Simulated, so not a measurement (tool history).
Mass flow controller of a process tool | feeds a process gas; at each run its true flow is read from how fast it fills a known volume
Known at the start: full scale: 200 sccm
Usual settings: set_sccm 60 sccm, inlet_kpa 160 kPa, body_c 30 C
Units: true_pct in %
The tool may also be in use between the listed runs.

run 1 day=0.000 | set_sccm=60 inlet_kpa=160 body_c=30 | true_pct=98.77
run 2 day=8.758 | set_sccm=60 inlet_kpa=160 body_c=30 | true_pct=98.73
run 3 day=20.217 | set_sccm=60 inlet_kpa=231 body_c=30 | true_pct=99.24
run 4 day=31.579 | set_sccm=60 inlet_kpa=231 body_c=30 | true_pct=99.10
run 5 day=40.546 | set_sccm=60 inlet_kpa=160 body_c=37 | true_pct=99.39
run 6 day=51.079 | set_sccm=60 inlet_kpa=160 body_c=30 | true_pct=98.97
run 7 day=60.029 | set_sccm=94 inlet_kpa=160 body_c=30 | true_pct=99.72
run 8 day=68.000 | set_sccm=60 inlet_kpa=160 body_c=30 | true_pct=98.91
run 9 day=76.329 | set_sccm=60 inlet_kpa=160 body_c=30 | true_pct=98.96
run 10 day=84.729 | set_sccm=60 inlet_kpa=160 body_c=30 | true_pct=98.94
run 11 day=93.738 | set_sccm=27 inlet_kpa=160 body_c=30 | true_pct=96.89
run 12 day=101.817 | set_sccm=60 inlet_kpa=160 body_c=32 | true_pct=99.05
run 13 day=109.588 | set_sccm=60 inlet_kpa=160 body_c=32 | true_pct=99.12
run 14 day=116.521 | set_sccm=60 inlet_kpa=160 body_c=40 | true_pct=99.71
run 15 day=126.650 | set_sccm=60 inlet_kpa=160 body_c=26 | true_pct=98.66
run 16 day=134.529 | set_sccm=60 inlet_kpa=160 body_c=25 | true_pct=98.58
-- day=138.517 controller's zero set anew
run 17 day=143.575 | set_sccm=60 inlet_kpa=191 body_c=25 | true_pct=98.59
run 18 day=150.821 | set_sccm=60 inlet_kpa=191 body_c=25 | true_pct=98.64
run 19 day=158.400 | set_sccm=60 inlet_kpa=191 body_c=25 | true_pct=98.66
run 20 day=169.533 | set_sccm=60 inlet_kpa=191 body_c=25 | true_pct=98.56
run 21 day=178.925 | set_sccm=60 inlet_kpa=164 body_c=30 | true_pct=98.90
run 22 day=186.867 | set_sccm=60 inlet_kpa=164 body_c=30 | true_pct=98.99
run 23 day=197.671 | set_sccm=139 inlet_kpa=160 body_c=30 | true_pct=101.13
-- day=202.225 controller's zero set anew, once more
run 24 day=204.125 | set_sccm=139 inlet_kpa=160 body_c=30 | true_pct=101.93
run 25 day=212.379 | set_sccm=139 inlet_kpa=160 body_c=30 | true_pct=101.82
run 26 day=222.771 | set_sccm=22 inlet_kpa=233 body_c=23 | true_pct=99.83
run 27 day=228.829 | set_sccm=45 inlet_kpa=183 body_c=24 | true_pct=99.97
run 28 day=237.325 | set_sccm=55 inlet_kpa=147 body_c=39 | true_pct=101.07
run 29 day=244.996 | set_sccm=44 inlet_kpa=140 body_c=32 | true_pct=100.24
run 30 day=250.250 | set_sccm=140 inlet_kpa=193 body_c=38 | true_pct=102.88
run 31 day=257.258 | set_sccm=42 inlet_kpa=210 body_c=30 | true_pct=100.59
run 32 day=262.512 | set_sccm=85 inlet_kpa=260 body_c=33 | true_pct=101.95

Run 33 comes next. What will it give?
run 33 day=268.375 | set_sccm=30 inlet_kpa=260 body_c=30 | true_pct=?

{"run 33": {"true_pct": 100.73}}
Without the tool's hidden state the same run would have given true_pct 98.14 %.

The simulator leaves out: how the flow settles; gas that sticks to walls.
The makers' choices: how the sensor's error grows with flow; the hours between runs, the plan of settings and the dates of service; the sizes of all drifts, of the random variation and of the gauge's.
